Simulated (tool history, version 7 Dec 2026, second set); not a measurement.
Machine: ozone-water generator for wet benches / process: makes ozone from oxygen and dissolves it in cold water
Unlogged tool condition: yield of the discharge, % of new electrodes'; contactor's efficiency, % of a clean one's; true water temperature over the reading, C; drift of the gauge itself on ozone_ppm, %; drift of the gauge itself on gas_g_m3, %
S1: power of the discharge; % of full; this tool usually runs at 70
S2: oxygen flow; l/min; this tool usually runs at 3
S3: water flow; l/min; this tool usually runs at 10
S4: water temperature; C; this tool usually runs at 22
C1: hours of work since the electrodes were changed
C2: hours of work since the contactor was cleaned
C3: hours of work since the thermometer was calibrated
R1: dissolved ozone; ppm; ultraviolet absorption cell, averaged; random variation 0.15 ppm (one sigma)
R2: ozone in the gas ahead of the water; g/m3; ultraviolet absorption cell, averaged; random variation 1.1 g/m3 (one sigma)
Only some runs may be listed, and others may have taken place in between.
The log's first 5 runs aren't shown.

run	hour	S1	S2	S3	S4	C1	C2	C3	R1	R2
6	102.9	70	3	10	22	272	3140	1830	18.7	190.2
7	130.9	70	3	10	22	291	3159	1848	18.6	190.9
8	156	70	3	10	22	307	3175	1864	18.5	189.5
9	175.1	70	3	10	22	320	3188	1877	18.4	191.6
10	192.1	93	3	10	22	331	3199	1888	21.7	222.5
11	216.7	70	3	13	22	347	3215	1904	15.4	192.5
12	237.3	70	3	13	22	360	3228	1918	15.4	190.9
13	255.1	70	3	13	22	372	3240	1930	15.5	188.9
14	284.9	70	3	13	22	392	3260	1949	15.5	189.6
15	299.1	70	3	13	22	401	3269	1958	15.5	189.3
# hour 317.1: contactor cleaned
16	321.9	70	3	10	22	413	3	1971	18.7	191.1
17	342.9	50	3	10	22	427	17	1985	15.6	157.4
18	373.2	91	1.82	16	29	447	37	2004	14.3	299.2
19	400.7	91	1.82	16	29	465	55	2022	13.9	301.4
20	420.8	91	1.82	16	29	478	68	2036	14.4	301.5

Run 21, settings as shown, results not yet in. Your forecast:
21	442.3	74	2.43	6	29	492	82	2050	?	?

For run 21 the tool returned R1 23.6 ppm, R2 223.7 g/m3.
On a tool with no hidden condition, and with the same random variation, this run would have come out at R1 23.6 ppm, R2 228.8 g/m3.

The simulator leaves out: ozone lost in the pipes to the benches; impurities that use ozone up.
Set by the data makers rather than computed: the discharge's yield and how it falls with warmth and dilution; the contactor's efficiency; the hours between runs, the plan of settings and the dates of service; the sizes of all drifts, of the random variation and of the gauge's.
